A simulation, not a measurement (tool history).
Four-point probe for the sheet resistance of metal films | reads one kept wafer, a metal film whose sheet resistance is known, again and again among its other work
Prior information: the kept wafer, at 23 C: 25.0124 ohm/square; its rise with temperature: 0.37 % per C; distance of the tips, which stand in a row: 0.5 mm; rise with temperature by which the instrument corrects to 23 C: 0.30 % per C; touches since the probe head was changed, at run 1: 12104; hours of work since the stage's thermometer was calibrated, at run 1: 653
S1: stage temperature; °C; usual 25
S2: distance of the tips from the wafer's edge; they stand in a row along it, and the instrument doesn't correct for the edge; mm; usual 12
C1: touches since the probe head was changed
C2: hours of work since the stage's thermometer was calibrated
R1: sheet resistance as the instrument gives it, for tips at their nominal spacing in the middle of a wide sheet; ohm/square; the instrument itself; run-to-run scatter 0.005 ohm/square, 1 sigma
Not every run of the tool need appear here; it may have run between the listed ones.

run,hour,S1,S2,C1,C2,R1
1,0.0,25,12,12104,653,25.063599
2,28.8,20,12,12433,666,24.965810
3,61.7,20,12,12809,680,24.966076
4,75.8,20,12,12970,686,24.975204
5,89.8,20,12,13129,692,24.964577
6,119.4,20,6,13468,705,25.038404
7,145.0,25,12,13760,716,25.050524
8,163.5,25,12,13972,724,25.057128
9,186.6,25,40,14235,734,25.024353
10,218.3,25,40,14596,748,25.031317
11,250.5,25,14,14965,762,25.033056
12,281.2,25,14,15315,775,25.039800
13,307.5,25,14,15615,786,25.041212
14,332.8,32,12,15904,797,25.167874
15,357.0,35,6,16180,808,25.296023
16,373.2,24,3,16365,815,25.375195
17,392.8,24,3,16590,823,25.363493
18,408.8,20,3,16772,830,25.299956
19,432.0,33,10,17037,840,25.197800
20,453.0,23,60,17277,849,24.980819
21,473.2,24,8,17507,858,25.054438

Below are 5 alternative next runs, each starting from the tool's condition after run 21. Predict each:
A,503.8,25,49,17856,871,?
B,503.8,24,4,17856,871,?
C,503.8,18,11,17856,871,?
D,503.8,33,12,17856,871,?
E,503.8,28,12,17856,871,?

run,R1
A,25.016130
B,25.196226
C,24.907991
D,25.180995
E,25.086674
With no hidden state in the tool, these same runs would have given:
run,R1
A,25.053560
B,25.233756
C,24.944372
D,25.219632
E,25.124572
